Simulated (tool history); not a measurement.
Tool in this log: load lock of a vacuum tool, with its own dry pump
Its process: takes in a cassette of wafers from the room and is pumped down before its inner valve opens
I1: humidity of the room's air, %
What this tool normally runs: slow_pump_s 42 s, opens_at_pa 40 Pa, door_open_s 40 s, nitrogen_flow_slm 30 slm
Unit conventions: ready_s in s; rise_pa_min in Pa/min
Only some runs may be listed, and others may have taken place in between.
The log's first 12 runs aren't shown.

run 13 day=72.004 | slow_pump_s=42 opens_at_pa=40 door_open_s=40 nitrogen_flow_slm=30 | I1=43.5 | ready_s=73.5 rise_pa_min=0.051
run 14 day=77.992 | slow_pump_s=42 opens_at_pa=40 door_open_s=40 nitrogen_flow_slm=30 | I1=43.5 | ready_s=73.4 rise_pa_min=0.052
run 15 day=83.529 | slow_pump_s=42 opens_at_pa=40 door_open_s=132 nitrogen_flow_slm=30 | I1=46 | ready_s=73.6 rise_pa_min=0.068
run 16 day=90.367 | slow_pump_s=82 opens_at_pa=40 door_open_s=132 nitrogen_flow_slm=30 | I1=46.1 | ready_s=108.7 rise_pa_min=0.068
run 17 day=93.554 | slow_pump_s=42 opens_at_pa=40 door_open_s=40 nitrogen_flow_slm=30 | I1=43.3 | ready_s=74.7 rise_pa_min=0.057
run 18 day=100.238 | slow_pump_s=42 opens_at_pa=40 door_open_s=40 nitrogen_flow_slm=30 | I1=43.3 | ready_s=73.9 rise_pa_min=0.059
run 19 day=104.933 | slow_pump_s=26 opens_at_pa=40 door_open_s=40 nitrogen_flow_slm=16 | I1=43.7 | ready_s=60.5 rise_pa_min=0.068
run 20 day=111.858 | slow_pump_s=26 opens_at_pa=40 door_open_s=40 nitrogen_flow_slm=16 | I1=45.3 | ready_s=60.4 rise_pa_min=0.07
run 21 day=116.867 | slow_pump_s=26 opens_at_pa=40 door_open_s=40 nitrogen_flow_slm=16 | I1=40.6 | ready_s=60.8 rise_pa_min=0.078
run 22 day=123.946 | slow_pump_s=26 opens_at_pa=40 door_open_s=40 nitrogen_flow_slm=16 | I1=46.2 | ready_s=60.9 rise_pa_min=0.074
run 23 day=128.225 | slow_pump_s=26 opens_at_pa=40 door_open_s=40 nitrogen_flow_slm=16 | I1=42.2 | ready_s=61.4 rise_pa_min=0.079
run 24 day=131.521 | slow_pump_s=26 opens_at_pa=40 door_open_s=40 nitrogen_flow_slm=24 | I1=45.3 | ready_s=60.9 rise_pa_min=0.074
run 25 day=136.317 | slow_pump_s=26 opens_at_pa=40 door_open_s=40 nitrogen_flow_slm=24 | I1=44.9 | ready_s=60.6 rise_pa_min=0.078
run 26 day=142.404 | slow_pump_s=58 opens_at_pa=40 door_open_s=82 nitrogen_flow_slm=19 | I1=46 | ready_s=88.3 rise_pa_min=0.088
run 27 day=149.179 | slow_pump_s=58 opens_at_pa=40 door_open_s=82 nitrogen_flow_slm=19 | I1=48.8 | ready_s=87.5 rise_pa_min=0.093
run 28 day=154.238 | slow_pump_s=42 opens_at_pa=73 door_open_s=30 nitrogen_flow_slm=31 | I1=43.2 | ready_s=72.3 rise_pa_min=0.085
run 29 day=160.388 | slow_pump_s=34 opens_at_pa=40 door_open_s=40 nitrogen_flow_slm=30 | I1=46.3 | ready_s=68.6 rise_pa_min=0.094
run 30 day=166.762 | slow_pump_s=42 opens_at_pa=31 door_open_s=40 nitrogen_flow_slm=30 | I1=45.2 | ready_s=75.9 rise_pa_min=0.093
run 31 day=172.025 | slow_pump_s=42 opens_at_pa=44 door_open_s=40 nitrogen_flow_slm=5 | I1=44 | ready_s=74.5 rise_pa_min=0.108
run 32 day=179.379 | slow_pump_s=42 opens_at_pa=44 door_open_s=40 nitrogen_flow_slm=5 | I1=45.4 | ready_s=74 rise_pa_min=0.108
run 33 day=186.325 | slow_pump_s=27 opens_at_pa=40 door_open_s=176 nitrogen_flow_slm=30 | I1=49.2 | ready_s=61 rise_pa_min=0.116
run 34 day=190.996 | slow_pump_s=42 opens_at_pa=80 door_open_s=40 nitrogen_flow_slm=30 | I1=45 | ready_s=71.7 rise_pa_min=0.107
run 35 day=196 | slow_pump_s=44 opens_at_pa=71 door_open_s=40 nitrogen_flow_slm=16 | I1=45.7 | ready_s=72.7 rise_pa_min=0.111

Here are 3 independent what-if runs from the current tool condition. What would each one return?
run A day=201.725 | slow_pump_s=43 opens_at_pa=71 door_open_s=51 nitrogen_flow_slm=11 | I1=46.6 | ready_s=? rise_pa_min=?
run B day=201.725 | slow_pump_s=64 opens_at_pa=30 door_open_s=40 nitrogen_flow_slm=16 | I1=46 | ready_s=? rise_pa_min=?
run C day=201.725 | slow_pump_s=44 opens_at_pa=33 door_open_s=46 nitrogen_flow_slm=9 | I1=43.3 | ready_s=? rise_pa_min=?

run=A ready_s=72.3 rise_pa_min=0.122
run=B ready_s=96.5 rise_pa_min=0.116
run=C ready_s=77.8 rise_pa_min=0.116
The same runs, with their run-to-run variation unchanged, on a tool lacking any hidden condition would have given:
run=A ready_s=68.8 rise_pa_min=0.025
run=B ready_s=92.7 rise_pa_min=0.017
run=C ready_s=73.8 rise_pa_min=0.017

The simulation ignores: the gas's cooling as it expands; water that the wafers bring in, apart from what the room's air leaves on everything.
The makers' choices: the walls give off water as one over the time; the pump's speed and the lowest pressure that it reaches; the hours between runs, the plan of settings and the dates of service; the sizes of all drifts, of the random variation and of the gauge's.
